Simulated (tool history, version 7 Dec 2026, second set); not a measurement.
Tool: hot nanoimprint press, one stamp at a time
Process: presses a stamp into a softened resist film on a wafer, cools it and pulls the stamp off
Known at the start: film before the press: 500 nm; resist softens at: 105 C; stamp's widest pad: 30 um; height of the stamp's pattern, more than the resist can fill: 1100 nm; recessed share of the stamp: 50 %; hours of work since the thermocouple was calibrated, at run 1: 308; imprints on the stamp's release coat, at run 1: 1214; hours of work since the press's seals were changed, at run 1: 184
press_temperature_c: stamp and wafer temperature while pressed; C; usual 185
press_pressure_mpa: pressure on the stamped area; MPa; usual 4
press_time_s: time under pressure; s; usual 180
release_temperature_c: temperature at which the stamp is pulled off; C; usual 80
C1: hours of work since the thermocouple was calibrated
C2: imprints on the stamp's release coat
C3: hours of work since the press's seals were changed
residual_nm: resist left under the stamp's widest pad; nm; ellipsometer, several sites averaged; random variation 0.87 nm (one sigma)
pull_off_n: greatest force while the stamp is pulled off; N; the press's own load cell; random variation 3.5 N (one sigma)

Run 1, hour 0: usual settings; C1 308; C2 1214; C3 184. Result: residual_nm 257.9 nm, pull_off_n 164 N.
Run 2, hour 75: usual settings but press_temperature_c 193 C; C1 339; C2 1361; C3 215. Result: residual_nm 187.2 nm, pull_off_n 175 N.
Run 3, hour 122.7: usual settings but press_temperature_c 193 C; C1 358; C2 1455; C3 235. Result: residual_nm 188.6 nm, pull_off_n 171 N.
At hour 167.4: plate thermocouple calibrated.
Run 4, hour 179.7: usual settings but press_temperature_c 193 C, release_temperature_c 75 C; C1 5; C2 1560; C3 257. Result: residual_nm 188 nm, pull_off_n 191 N.
Run 5, hour 226.7: usual settings but press_time_s 148 s; C1 24; C2 1653; C3 277. Result: residual_nm 274.4 nm, pull_off_n 172 N.
Run 6, hour 285.2: usual settings but press_pressure_mpa 4.63 MPa; C1 49; C2 1767; C3 301. Result: residual_nm 240.4 nm, pull_off_n 171 N.
Run 7, hour 343.9: usual settings but press_pressure_mpa 4.63 MPa; C1 73; C2 1882; C3 325. Result: residual_nm 240.2 nm, pull_off_n 173 N.
Run 8, hour 404: usual settings but press_pressure_mpa 4.63 MPa; C1 98; C2 2000; C3 350. Result: residual_nm 238.5 nm, pull_off_n 169 N.
Run 9, hour 442: usual settings but press_pressure_mpa 3.79 MPa; C1 113; C2 2074; C3 365. Result: residual_nm 261.7 nm, pull_off_n 163 N.
At hour 453.6: stamp cleaned and given a new release coat.
Run 10, hour 478.5: usual settings; C1 126; C2 49; C3 378. Result: residual_nm 255.9 nm, pull_off_n 166 N.
Run 11, hour 511.2: usual settings but press_temperature_c 186 C; C1 139; C2 113; C3 391. Result: residual_nm 246.3 nm, pull_off_n 170 N.
Run 12, hour 577.9: usual settings but press_pressure_mpa 5.46 MPa, press_time_s 130 s; C1 167; C2 244; C3 419. Result: residual_nm 246.9 nm, pull_off_n 170 N.
Run 13, hour 650.7: usual settings but press_temperature_c 174 C, press_pressure_mpa 5.46 MPa, press_time_s 130 s; C1 197; C2 386; C3 449. Result: residual_nm 361.3 nm, pull_off_n 174 N.
Run 14, hour 717.3: usual settings but press_temperature_c 174 C, press_pressure_mpa 5.46 MPa, press_time_s 147 s, release_temperature_c 74 C; C1 224; C2 517; C3 476. Result: residual_nm 354.4 nm, pull_off_n 187 N.
At hour 783.6: press's hydraulic seals changed and the load cell set to zero.
Run 15, hour 789.8: usual settings but press_temperature_c 174 C, press_pressure_mpa 5.46 MPa, press_time_s 121 s, release_temperature_c 67 C; C1 251; C2 643; C3 3. Result: residual_nm 368.7 nm, pull_off_n 197 N.
Run 16, hour 834.2: usual settings but press_temperature_c 182 C, press_pressure_mpa 5.62 MPa, press_time_s 121 s, release_temperature_c 67 C; C1 269; C2 730; C3 21. Result: residual_nm 276.5 nm, pull_off_n 203 N.
Run 17, hour 874: usual settings but press_temperature_c 182 C, press_pressure_mpa 5.62 MPa, press_time_s 121 s, release_temperature_c 67 C; C1 286; C2 808; C3 37. Result: residual_nm 279.2 nm, pull_off_n 196 N.
Run 18, hour 947.2: usual settings but press_time_s 343 s, release_temperature_c 73 C; C1 316; C2 951; C3 67. Result: residual_nm 202.5 nm, pull_off_n 189 N.
Run 19, hour 991.5: usual settings but press_time_s 343 s, release_temperature_c 73 C; C1 334; C2 1038; C3 86. Result: residual_nm 201.5 nm, pull_off_n 190 N.

Forecast each of these 5 alternatives for the next run:
Run A, hour 1060.4: usual settings but press_pressure_mpa 4.63 MPa, press_time_s 130 s; C1 363; C2 1173; C3 114. Result: residual_nm ?, pull_off_n ?.
Run B, hour 1060.4: usual settings but press_pressure_mpa 3.95 MPa, press_time_s 224 s; C1 363; C2 1173; C3 114. Result: residual_nm ?, pull_off_n ?.
Run C, hour 1060.4: usual settings but press_pressure_mpa 5.28 MPa; C1 363; C2 1173; C3 114. Result: residual_nm ?, pull_off_n ?.
Run D, hour 1060.4: usual settings but press_pressure_mpa 5.57 MPa, press_time_s 343 s, release_temperature_c 81 C; C1 363; C2 1173; C3 114. Result: residual_nm ?, pull_off_n ?.
Run E, hour 1060.4: usual settings but press_temperature_c 193 C, press_pressure_mpa 3.44 MPa, press_time_s 343 s, release_temperature_c 75 C; C1 363; C2 1173; C3 114. Result: residual_nm ?, pull_off_n ?.

run  residual_nm  pull_off_n
  A        264.6         177
  B        238.5         166
  C        220.4         167
  D        169.7         167
  E        156.8         184
Without the tool's hidden state the same runs would have given:
run  residual_nm  pull_off_n
  A        268.9         176
  B        242.4         164
  C          224         165
  D        172.5         165
  E        159.4         183
